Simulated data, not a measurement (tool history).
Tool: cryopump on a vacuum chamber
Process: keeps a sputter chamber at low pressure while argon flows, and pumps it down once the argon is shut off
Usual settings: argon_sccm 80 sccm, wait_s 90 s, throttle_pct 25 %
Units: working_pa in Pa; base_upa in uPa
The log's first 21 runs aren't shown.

run 22 hour=237.4 | argon_sccm=152 wait_s=142 throttle_pct=25 | working_pa=0.8277 base_upa=2.99
run 23 hour=251.1 | argon_sccm=152 wait_s=142 throttle_pct=25 | working_pa=0.8342 base_upa=2.94
run 24 hour=265.6 | argon_sccm=152 wait_s=107 throttle_pct=38 | working_pa=0.5502 base_upa=3.22
run 25 hour=274.0 | argon_sccm=45 wait_s=107 throttle_pct=28 | working_pa=0.2209 base_upa=3.15
run 26 hour=287.4 | argon_sccm=45 wait_s=107 throttle_pct=28 | working_pa=0.2192 base_upa=3.22
run 27 hour=295.9 | argon_sccm=45 wait_s=107 throttle_pct=28 | working_pa=0.2197 base_upa=3.11
run 28 hour=305.8 | argon_sccm=90 wait_s=24 throttle_pct=19 | working_pa=0.6477 base_upa=6.97
run 29 hour=313.7 | argon_sccm=90 wait_s=24 throttle_pct=19 | working_pa=0.6418 base_upa=6.76
run 30 hour=320.8 | argon_sccm=80 wait_s=37 throttle_pct=45 | working_pa=0.2491 base_upa=5.40
run 31 hour=334.9 | argon_sccm=65 wait_s=292 throttle_pct=20 | working_pa=0.4439 base_upa=2.60
run 32 hour=344.8 | argon_sccm=56 wait_s=46 throttle_pct=20 | working_pa=0.3822 base_upa=4.72
run 33 hour=354.2 | argon_sccm=80 wait_s=46 throttle_pct=20 | working_pa=0.5470 base_upa=4.78
run 34 hour=363.9 | argon_sccm=80 wait_s=46 throttle_pct=20 | working_pa=0.5428 base_upa=4.64

3 ways to go on from here, each from the tool as it stands after run 34. What would each give?
run A hour=371.8 | argon_sccm=48 wait_s=181 throttle_pct=21 | working_pa=? base_upa=?
run B hour=371.8 | argon_sccm=80 wait_s=30 throttle_pct=56 | working_pa=? base_upa=?
run C hour=371.8 | argon_sccm=77 wait_s=269 throttle_pct=19 | working_pa=? base_upa=?

run=A working_pa=0.3125 base_upa=2.85
run=B working_pa=0.2011 base_upa=5.99
run=C working_pa=0.5537 base_upa=2.68
Without the tool's hidden state the same runs would have given:
run=A working_pa=0.3067 base_upa=0.86
run=B working_pa=0.1914 base_upa=4.01
run=C working_pa=0.5443 base_upa=0.67

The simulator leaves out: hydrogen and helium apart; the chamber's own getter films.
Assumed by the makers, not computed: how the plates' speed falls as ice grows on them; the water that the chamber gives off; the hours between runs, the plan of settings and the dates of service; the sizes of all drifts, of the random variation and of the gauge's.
